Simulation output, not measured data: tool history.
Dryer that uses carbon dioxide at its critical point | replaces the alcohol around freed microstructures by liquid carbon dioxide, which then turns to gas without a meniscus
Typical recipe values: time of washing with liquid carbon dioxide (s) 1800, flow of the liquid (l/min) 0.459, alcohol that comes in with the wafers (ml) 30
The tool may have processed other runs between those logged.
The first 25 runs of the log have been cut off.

run	hour	time of washing with liquid carbon dioxide (s)	flow of the liquid (l/min)	alcohol that comes in with the wafers (ml)	hours of work since the filter was changed	hours of work since the purifier's bed was changed	alcohol left in the vessel before it's heated (ppm by volume)
26	172	1560	0.523	30	15	169	43
27	181.4	1560	0.523	58	21	175	62
28	188	1560	0.523	58	25	178	59
29	197.7	1740	0.631	20	30	184	37
30	202.2	2100	0.383	59	33	187	66
31	207.1	2340	0.681	20	36	190	40
32	216.9	2340	0.681	20	42	196	26
33	223.6	1680	0.281	30	46	199	335
34	231.8	1680	0.281	30	50	204	344
35	237.6	1800	0.32	59	54	208	300
36	247.8	2760	0.279	39	60	214	67
37	257.5	2460	0.574	87	66	220	34
38	261.9	1860	0.31	104	68	222	502
39	270.8	1860	0.31	104	74	227	504
40	280.8	1860	0.31	104	79	233	491
41	290.5	1560	0.542	74	85	239	75
42	295	1560	0.542	74	88	242	68
43	299.3	1560	0.542	74	90	244	73
44	303.7	2160	0.459	57	93	247	41
45	311.1	2160	0.459	57	97	251	35
46	317.2	1800	0.338	24	101	255	131
47	325.8	2280	0.628	112	106	260	33
48	334.5	1440	0.532	74	111	265	118

Each row is a separate what-if for the run after 48, all from the same tool condition, not one after another. Results?
A	339.6	1380	0.532	74	114	268	?
B	339.6	1800	0.335	23	114	268	?
C	339.6	2100	0.532	64	114	268	?

run	alcohol left in the vessel before it's heated (ppm by volume)
A	144
B	121
C	48
With no hidden state in the tool, these same runs would have given:
run	alcohol left in the vessel before it's heated (ppm by volume)
A	93
B	78
C	18

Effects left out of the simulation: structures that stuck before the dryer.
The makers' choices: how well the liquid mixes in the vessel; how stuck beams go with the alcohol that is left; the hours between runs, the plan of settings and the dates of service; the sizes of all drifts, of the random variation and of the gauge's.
